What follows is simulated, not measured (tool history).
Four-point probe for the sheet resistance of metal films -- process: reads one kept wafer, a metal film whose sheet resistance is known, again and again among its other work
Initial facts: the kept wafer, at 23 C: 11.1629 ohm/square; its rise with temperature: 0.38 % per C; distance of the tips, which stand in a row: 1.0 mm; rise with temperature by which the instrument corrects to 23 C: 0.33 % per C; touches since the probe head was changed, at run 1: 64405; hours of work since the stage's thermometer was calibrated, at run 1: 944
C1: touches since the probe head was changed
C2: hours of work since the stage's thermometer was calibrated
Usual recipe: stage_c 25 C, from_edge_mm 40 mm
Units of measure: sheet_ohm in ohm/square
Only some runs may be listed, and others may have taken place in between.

{"run": 1, "hour": 0.0, "stage_c": 25, "from_edge_mm": 40, "C1": 64405, "C2": 944, "sheet_ohm": 11.039994}
{"run": 2, "hour": 45.8, "stage_c": 25, "from_edge_mm": 12, "C1": 65796, "C2": 966, "sheet_ohm": 11.069347}
{"run": 3, "hour": 67.9, "stage_c": 25, "from_edge_mm": 40, "C1": 66467, "C2": 977, "sheet_ohm": 11.037841}
{"run": 4, "hour": 94.7, "stage_c": 25, "from_edge_mm": 40, "C1": 67283, "C2": 990, "sheet_ohm": 11.031655}
{"run": 5, "hour": 120.7, "stage_c": 28, "from_edge_mm": 40, "C1": 68074, "C2": 1003, "sheet_ohm": 11.042594}
{"run": 6, "hour": 160.9, "stage_c": 28, "from_edge_mm": 40, "C1": 69293, "C2": 1023, "sheet_ohm": 11.044093}
{"run": 7, "hour": 192.4, "stage_c": 30, "from_edge_mm": 40, "C1": 70250, "C2": 1038, "sheet_ohm": 11.051018}
{"hour": 211.8, "done": "new probe head fitted"}
{"run": 8, "hour": 225.2, "stage_c": 19, "from_edge_mm": 40, "C1": 406, "C2": 1054, "sheet_ohm": 11.107318}
{"run": 9, "hour": 247.1, "stage_c": 25, "from_edge_mm": 40, "C1": 1071, "C2": 1064, "sheet_ohm": 11.134495}
{"run": 10, "hour": 282.6, "stage_c": 25, "from_edge_mm": 29, "C1": 2150, "C2": 1082, "sheet_ohm": 11.136953}
{"run": 11, "hour": 324.6, "stage_c": 25, "from_edge_mm": 29, "C1": 3426, "C2": 1102, "sheet_ohm": 11.132683}
{"run": 12, "hour": 371.7, "stage_c": 25, "from_edge_mm": 29, "C1": 4857, "C2": 1126, "sheet_ohm": 11.131025}
{"run": 13, "hour": 416.0, "stage_c": 25, "from_edge_mm": 8, "C1": 6204, "C2": 1147, "sheet_ohm": 11.211514}
{"run": 14, "hour": 448.8, "stage_c": 25, "from_edge_mm": 8, "C1": 7201, "C2": 1163, "sheet_ohm": 11.211533}
{"run": 15, "hour": 487.6, "stage_c": 25, "from_edge_mm": 8, "C1": 8379, "C2": 1182, "sheet_ohm": 11.212404}
{"run": 16, "hour": 520.0, "stage_c": 25, "from_edge_mm": 8, "C1": 9362, "C2": 1198, "sheet_ohm": 11.208579}
{"run": 17, "hour": 542.7, "stage_c": 25, "from_edge_mm": 5, "C1": 10054, "C2": 1209, "sheet_ohm": 11.349049}
{"run": 18, "hour": 580.4, "stage_c": 25, "from_edge_mm": 5, "C1": 11199, "C2": 1228, "sheet_ohm": 11.348594}
{"run": 19, "hour": 603.9, "stage_c": 25, "from_edge_mm": 5, "C1": 11912, "C2": 1239, "sheet_ohm": 11.343732}
{"hour": 632.9, "done": "stage's thermometer calibrated"}
{"run": 20, "hour": 633.3, "stage_c": 25, "from_edge_mm": 5, "C1": 12790, "C2": 0, "sheet_ohm": 11.336986}
{"run": 21, "hour": 671.5, "stage_c": 25, "from_edge_mm": 5, "C1": 13952, "C2": 19, "sheet_ohm": 11.336928}
{"run": 22, "hour": 709.2, "stage_c": 25, "from_edge_mm": 5, "C1": 15097, "C2": 37, "sheet_ohm": 11.334565}
{"run": 23, "hour": 756.2, "stage_c": 25, "from_edge_mm": 5, "C1": 16525, "C2": 61, "sheet_ohm": 11.332261}
{"run": 24, "hour": 799.2, "stage_c": 22, "from_edge_mm": 27, "C1": 17832, "C2": 82, "sheet_ohm": 11.084558}
{"hour": 834.2, "done": "stage's thermometer calibrated, once more"}
{"run": 25, "hour": 835.2, "stage_c": 32, "from_edge_mm": 26, "C1": 18911, "C2": 1, "sheet_ohm": 11.155821}
{"run": 26, "hour": 856.5, "stage_c": 32, "from_edge_mm": 26, "C1": 19558, "C2": 11, "sheet_ohm": 11.15318}
{"run": 27, "hour": 887.3, "stage_c": 32, "from_edge_mm": 26, "C1": 20493, "C2": 26, "sheet_ohm": 11.15241}
{"run": 28, "hour": 928.0, "stage_c": 21, "from_edge_mm": 14, "C1": 21729, "C2": 46, "sheet_ohm": 11.117741}
{"run": 29, "hour": 963.1, "stage_c": 27, "from_edge_mm": 3, "C1": 22796, "C2": 63, "sheet_ohm": 11.737293}
{"run": 30, "hour": 1005.9, "stage_c": 27, "from_edge_mm": 3, "C1": 24096, "C2": 84, "sheet_ohm": 11.735144}
{"run": 31, "hour": 1047.3, "stage_c": 24, "from_edge_mm": 11, "C1": 25353, "C2": 105, "sheet_ohm": 11.143483}
{"run": 32, "hour": 1092.6, "stage_c": 23, "from_edge_mm": 60, "C1": 26729, "C2": 127, "sheet_ohm": 11.0901}
{"run": 33, "hour": 1133.1, "stage_c": 19, "from_edge_mm": 25, "C1": 27962, "C2": 147, "sheet_ohm": 11.071516}
{"run": 34, "hour": 1178.7, "stage_c": 19, "from_edge_mm": 63, "C1": 29348, "C2": 169, "sheet_ohm": 11.063855}
{"run": 35, "hour": 1226.6, "stage_c": 33, "from_edge_mm": 35, "C1": 30802, "C2": 193, "sheet_ohm": 11.130883}
{"run": 36, "hour": 1249.0, "stage_c": 27, "from_edge_mm": 4, "C1": 31483, "C2": 204, "sheet_ohm": 11.458872}
{"run": 37, "hour": 1286.1, "stage_c": 19, "from_edge_mm": 66, "C1": 32611, "C2": 222, "sheet_ohm": 11.05692}
{"run": 38, "hour": 1327.2, "stage_c": 19, "from_edge_mm": 66, "C1": 33858, "C2": 242, "sheet_ohm": 11.052558}
{"run": 39, "hour": 1349.2, "stage_c": 22, "from_edge_mm": 33, "C1": 34528, "C2": 253, "sheet_ohm": 11.070646}
{"run": 40, "hour": 1377.6, "stage_c": 30, "from_edge_mm": 40, "C1": 35390, "C2": 267, "sheet_ohm": 11.108251}
{"run": 41, "hour": 1406.4, "stage_c": 30, "from_edge_mm": 14, "C1": 36266, "C2": 281, "sheet_ohm": 11.13748}

Below, some changes in sheet_ohm between adjacent runs. For each, the amount present without the hidden state too (settings, incoming material, random variation) and the amount remaining for the hidden state with gauge scatter not shared by both compared results:
Hidden conditions of the tool in this case: inner tips' distance over the nominal, %; tips' flats over new ones', %; wafer's true temperature over the reading, C; drift of the gauge itself on sheet_ohm, %.
Run 7 -> 8: stage_c 30 -> 19, new probe head fitted. sheet_ohm +0.0563 ohm/square: hidden state +0.110428, all else -0.054128.
Run 19 -> 20: stage's thermometer calibrated. sheet_ohm -0.006746 ohm/square: hidden state -0.006765, all else +0.000019.
Run 24 -> 25: stage_c 22 -> 32, from_edge_mm 27 -> 26, stage's thermometer calibrated, once more. sheet_ohm +0.071263 ohm/square: hidden state +0.019658, all else +0.051605.
Run 28 -> 29: stage_c 21 -> 27, from_edge_mm 14 -> 3. sheet_ohm +0.619552 ohm/square: hidden state -0.005824, all else +0.625376.
Run 30 -> 31: stage_c 27 -> 24, from_edge_mm 3 -> 11. sheet_ohm -0.591661 ohm/square: hidden state +0.000724, all else -0.592385.
Run 36 -> 37: stage_c 27 -> 19, from_edge_mm 4 -> 66. sheet_ohm -0.401952 ohm/square: hidden state +0.000416, all else -0.402368.
